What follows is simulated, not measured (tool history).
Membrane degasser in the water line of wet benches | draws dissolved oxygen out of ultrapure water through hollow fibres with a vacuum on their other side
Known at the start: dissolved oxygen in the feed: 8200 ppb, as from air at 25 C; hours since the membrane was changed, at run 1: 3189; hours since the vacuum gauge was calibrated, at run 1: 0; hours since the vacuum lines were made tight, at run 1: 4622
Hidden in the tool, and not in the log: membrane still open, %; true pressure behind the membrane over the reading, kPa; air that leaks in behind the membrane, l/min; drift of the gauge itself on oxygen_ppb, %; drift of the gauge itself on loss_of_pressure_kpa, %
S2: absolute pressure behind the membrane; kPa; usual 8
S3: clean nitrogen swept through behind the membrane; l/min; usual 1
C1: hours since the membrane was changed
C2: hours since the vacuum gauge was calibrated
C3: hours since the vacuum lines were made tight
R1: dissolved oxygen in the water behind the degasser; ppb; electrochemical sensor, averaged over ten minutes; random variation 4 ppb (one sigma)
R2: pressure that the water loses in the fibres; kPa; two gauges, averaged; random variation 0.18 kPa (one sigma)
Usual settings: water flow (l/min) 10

Run 1, hour 0: usual settings; C1 3189; C2 0; C3 4622. Result: R1 420.7 ppb, R2 31 kPa.
Run 2, hour 118.8: usual settings; C1 3308; C2 119; C3 4741. Result: R1 409.8 ppb, R2 30.88 kPa.
Run 3, hour 243.5: usual settings but S2 12.94 kPa; C1 3432; C2 244; C3 4866. Result: R1 516.9 ppb, R2 30.77 kPa.
Run 4, hour 468.2: usual settings but S2 12.94 kPa; C1 3657; C2 468; C3 5090. Result: R1 515.5 ppb, R2 30.59 kPa.
Run 5, hour 626.3: usual settings but S2 12.94 kPa; C1 3815; C2 626; C3 5249. Result: R1 519.1 ppb, R2 30.83 kPa.
Run 6, hour 808.9: usual settings but S2 12.94 kPa; C1 3998; C2 809; C3 5431. Result: R1 519.5 ppb, R2 30.84 kPa.
Run 7, hour 1001.8: usual settings but S2 12.94 kPa; C1 4191; C2 1002; C3 5624. Result: R1 513.5 ppb, R2 30.91 kPa.
Run 8, hour 1172: usual settings but S2 12.94 kPa; C1 4361; C2 1172; C3 5794. Result: R1 523.3 ppb, R2 31.01 kPa.
Run 9, hour 1298.9: usual settings but water flow (l/min) 7, S3 0.59 l/min; C1 4488; C2 1299; C3 5921. Result: R1 259.8 ppb, R2 21.59 kPa.
At hour 1313.7: vacuum gauge calibrated.
Run 10, hour 1535.3: usual settings but water flow (l/min) 8, S2 12.41 kPa, S3 2.7 l/min; C1 4724; C2 222; C3 6157. Result: R1 255.2 ppb, R2 24.56 kPa.
Run 11, hour 1685.6: usual settings but S3 0.98 l/min; C1 4874; C2 372; C3 6307. Result: R1 424.5 ppb, R2 31.08 kPa.
Run 12, hour 1903.4: usual settings but water flow (l/min) 12, S2 6.89 kPa, S3 2.07 l/min; C1 5092; C2 590; C3 6525. Result: R1 505.5 ppb, R2 37.76 kPa.

Hidden state or all else? Some run-to-run changes of R1, split into what the settings, what came in and random variation would give without the hidden state, and what is left for the hidden state (with any gauge scatter that isn't in both results):
Run 8 -> 9: water flow (l/min) 10 -> 7, S2 12.94 -> 8, S3 1 -> 0.59. R1 -263.5 ppb: hidden state -7.1, all else -256.4.
